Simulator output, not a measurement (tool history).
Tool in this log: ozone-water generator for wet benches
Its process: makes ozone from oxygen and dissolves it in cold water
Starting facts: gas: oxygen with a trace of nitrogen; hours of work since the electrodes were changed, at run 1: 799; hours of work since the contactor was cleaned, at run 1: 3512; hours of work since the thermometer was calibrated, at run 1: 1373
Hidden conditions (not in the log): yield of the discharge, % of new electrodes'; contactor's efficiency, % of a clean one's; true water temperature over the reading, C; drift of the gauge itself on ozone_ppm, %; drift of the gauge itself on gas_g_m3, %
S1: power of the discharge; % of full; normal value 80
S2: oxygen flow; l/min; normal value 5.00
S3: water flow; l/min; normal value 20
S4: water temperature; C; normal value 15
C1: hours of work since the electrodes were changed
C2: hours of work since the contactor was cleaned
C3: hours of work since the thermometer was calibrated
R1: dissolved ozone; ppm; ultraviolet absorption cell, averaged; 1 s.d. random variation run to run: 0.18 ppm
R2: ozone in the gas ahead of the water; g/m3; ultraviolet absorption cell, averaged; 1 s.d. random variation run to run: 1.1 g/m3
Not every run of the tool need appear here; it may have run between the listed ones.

{"run": 1, "hour": 0.0, "S1": 80, "S2": 5.0, "S3": 20, "S4": 15, "C1": 799, "C2": 3512, "C3": 1373, "R1": 25.3, "R2": 201.8}
{"run": 2, "hour": 21.8, "S1": 80, "S2": 5.0, "S3": 20, "S4": 15, "C1": 816, "C2": 3529, "C3": 1389, "R1": 25.3, "R2": 200.3}
{"run": 3, "hour": 41.5, "S1": 80, "S2": 5.0, "S3": 20, "S4": 15, "C1": 832, "C2": 3544, "C3": 1405, "R1": 25.1, "R2": 201.3}
{"run": 4, "hour": 74.9, "S1": 80, "S2": 5.0, "S3": 20, "S4": 15, "C1": 857, "C2": 3570, "C3": 1430, "R1": 25.2, "R2": 205.1}
{"run": 5, "hour": 102.5, "S1": 42, "S2": 5.0, "S3": 20, "S4": 15, "C1": 879, "C2": 3591, "C3": 1452, "R1": 15.7, "R2": 124.7}
{"run": 6, "hour": 126.4, "S1": 42, "S2": 5.0, "S3": 20, "S4": 15, "C1": 897, "C2": 3610, "C3": 1470, "R1": 15.7, "R2": 125.5}
{"run": 7, "hour": 156.7, "S1": 42, "S2": 5.0, "S3": 20, "S4": 15, "C1": 920, "C2": 3633, "C3": 1494, "R1": 15.9, "R2": 125.6}
{"run": 8, "hour": 182.2, "S1": 42, "S2": 5.0, "S3": 20, "S4": 15, "C1": 940, "C2": 3653, "C3": 1513, "R1": 16.0, "R2": 123.7}
{"run": 9, "hour": 217.0, "S1": 42, "S2": 5.0, "S3": 20, "S4": 15, "C1": 967, "C2": 3680, "C3": 1540, "R1": 15.7, "R2": 125.7}
{"run": 10, "hour": 249.7, "S1": 80, "S2": 5.85, "S3": 20, "S4": 15, "C1": 992, "C2": 3705, "C3": 1565, "R1": 25.8, "R2": 190.0}
{"run": 11, "hour": 283.6, "S1": 80, "S2": 5.85, "S3": 20, "S4": 15, "C1": 1018, "C2": 3731, "C3": 1591, "R1": 25.9, "R2": 187.8}
{"run": 12, "hour": 308.4, "S1": 66, "S2": 5.0, "S3": 20, "S4": 15, "C1": 1038, "C2": 3750, "C3": 1611, "R1": 22.1, "R2": 174.3}
{"run": 13, "hour": 338.8, "S1": 61, "S2": 5.14, "S3": 12, "S4": 17, "C1": 1061, "C2": 3774, "C3": 1634, "R1": 28.0, "R2": 163.3}
{"run": 14, "hour": 360.7, "S1": 61, "S2": 5.14, "S3": 12, "S4": 17, "C1": 1078, "C2": 3791, "C3": 1651, "R1": 28.0, "R2": 162.8}
{"run": 15, "hour": 379.8, "S1": 61, "S2": 4.92, "S3": 12, "S4": 17, "C1": 1093, "C2": 3805, "C3": 1666, "R1": 27.8, "R2": 166.4}
{"run": 16, "hour": 410.9, "S1": 62, "S2": 4.15, "S3": 20, "S4": 15, "C1": 1117, "C2": 3829, "C3": 1690, "R1": 20.0, "R2": 182.0}
{"run": 17, "hour": 438.9, "S1": 62, "S2": 4.15, "S3": 20, "S4": 15, "C1": 1138, "C2": 3851, "C3": 1711, "R1": 20.4, "R2": 181.5}
{"run": 18, "hour": 458.3, "S1": 80, "S2": 3.62, "S3": 20, "S4": 15, "C1": 1153, "C2": 3866, "C3": 1726, "R1": 23.5, "R2": 232.9}
{"run": 19, "hour": 485.9, "S1": 45, "S2": 3.62, "S3": 12, "S4": 10, "C1": 1174, "C2": 3887, "C3": 1748, "R1": 24.2, "R2": 151.9}
{"run": 20, "hour": 506.5, "S1": 45, "S2": 3.62, "S3": 12, "S4": 10, "C1": 1190, "C2": 3903, "C3": 1763, "R1": 24.3, "R2": 153.1}
{"run": 21, "hour": 537.7, "S1": 45, "S2": 3.62, "S3": 12, "S4": 10, "C1": 1214, "C2": 3927, "C3": 1788, "R1": 24.5, "R2": 152.6}
{"run": 22, "hour": 572.4, "S1": 98, "S2": 5.17, "S3": 14, "S4": 17, "C1": 1241, "C2": 3954, "C3": 1814, "R1": 36.6, "R2": 231.1}

Here are 3 independent what-if runs from the current tool condition. What would each one return?
{"run": "A", "hour": 597.7, "S1": 60, "S2": 5.26, "S3": 14, "S4": 10, "C1": 1261, "C2": 3974, "C3": 1834, "R1": "?", "R2": "?"}
{"run": "B", "hour": 597.7, "S1": 96, "S2": 5.17, "S3": 14, "S4": 17, "C1": 1261, "C2": 3974, "C3": 1834, "R1": "?", "R2": "?"}
{"run": "C", "hour": 597.7, "S1": 98, "S2": 2.64, "S3": 15, "S4": 17, "C1": 1261, "C2": 3974, "C3": 1834, "R1": "?", "R2": "?"}

run=A R1=28.3 R2=159.3
run=B R1=35.6 R2=227.9
run=C R1=31.4 R2=310.0
Stripped of hidden state, with their random variation kept, the same runs would have yielded:
run=A R1=28.3 R2=159.3
run=B R1=35.7 R2=228.0
run=C R1=31.4 R2=310.2
